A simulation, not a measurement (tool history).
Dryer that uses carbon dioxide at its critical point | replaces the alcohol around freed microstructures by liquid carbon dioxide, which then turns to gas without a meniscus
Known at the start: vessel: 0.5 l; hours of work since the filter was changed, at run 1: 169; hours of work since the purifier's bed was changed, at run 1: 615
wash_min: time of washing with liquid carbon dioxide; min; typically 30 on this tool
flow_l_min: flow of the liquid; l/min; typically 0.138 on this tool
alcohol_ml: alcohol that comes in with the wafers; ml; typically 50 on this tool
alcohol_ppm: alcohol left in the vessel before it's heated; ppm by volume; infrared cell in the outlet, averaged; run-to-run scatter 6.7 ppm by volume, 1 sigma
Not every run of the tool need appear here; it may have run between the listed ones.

run    hour  wash_min  flow_l_min  alcohol_ml  hours of work since the filter was changed  hours of work since the purifier's bed was changed  alcohol_ppm
  1       0        30       0.138          50                                         169                                                 615          387
  2    40.7        30       0.138          50                                         184                                                 630          394
  3    60.2        30       0.138          50                                         192                                                 637          393
  4    95.2        30       0.138          50                                         205                                                 651          393
  5   130.1        30       0.138          50                                         218                                                 663          395
  6   153.2        30       0.159          50                                         226                                                 672          200
  7   188.8        30       0.102          50                                         240                                                 685         1647
  8   209.5        30       0.102          50                                         247                                                 693         1629
  9   254.8        30       0.102          50                                         264                                                 710         1668
 10   275.2        30       0.102          50                                         272                                                 718         1718
 11   314.9        30       0.102          50                                         286                                                 732         1730
 12   359.5        30       0.102          50                                         303                                                 749         1745
 13   381.5        30       0.173          50                                         311                                                 757          155
 14   401.5        30       0.138          50                                         319                                                 764          451
 15   440.4        30       0.138          50                                         333                                                 779          435
 16   485.9        30       0.138          50                                         350                                                 796          427
 17   528.7        30       0.094          50                                         366                                                 812         2501
 18   557.3        30       0.138          50                                         377                                                 822          447
 19   599.4        30       0.138          50                                         392                                                 838          469
 20   620.6        30       0.138          50                                         400                                                 846          466
 21   652.2        30       0.138          50                                         412                                                 858          481
 22     673        30       0.138          50                                         420                                                 866          468
 23   699.5        30       0.138          50                                         430                                                 875          472
 24     724        18       0.188          22                                         439                                                 885          559
      737.1  -- inlet filter changed
 25   748.7        29       0.148          25                                           4                                                 893          188
 26   774.4        29       0.148          25                                          14                                                 903          198
 27   805.4        30       0.172          42                                          25                                                 914          140
 28   834.8        20       0.172          39                                          36                                                 925          697
 29   853.9        30       0.092          50                                          43                                                 932         2221
 30     882        30       0.092          50                                          54                                                 943         2275
 31   927.5        22       0.153          30                                          71                                                 960          615
 32   964.8        22       0.153          30                                          85                                                 974          629
 33   999.7        37       0.111          72                                          98                                                 987          585
 34  1027.4        37       0.111          72                                         108                                                 997          581
 35  1073.3        34       0.103          45                                         125                                                1014          835
 36  1099.1        28       0.187          32                                         135                                                1024          127
 37  1142.9        42        0.21          43                                         151                                                1040           94
 38  1164.5        42        0.21          43                                         159                                                1048          100
 39  1191.9        30       0.187          46                                         169                                                1058          125
 40  1237.7        30       0.138          24                                         186                                                1075          253
 41  1257.2        30       0.138          24                                         194                                                1083          252
 42  1290.2        30       0.138          24                                         206                                                1095          262
 43  1334.9        30       0.138          24                                         222                                                1112          274

Run 44 has not been measured yet. What should we expect?
 44  1377.4        21       0.169          57                                         238                                                1127            ?

alcohol_ppm: 1006 ppm by volume
With the hidden condition absent and the run-to-run variation left alone, this run would have shown alcohol_ppm 774 ppm by volume.
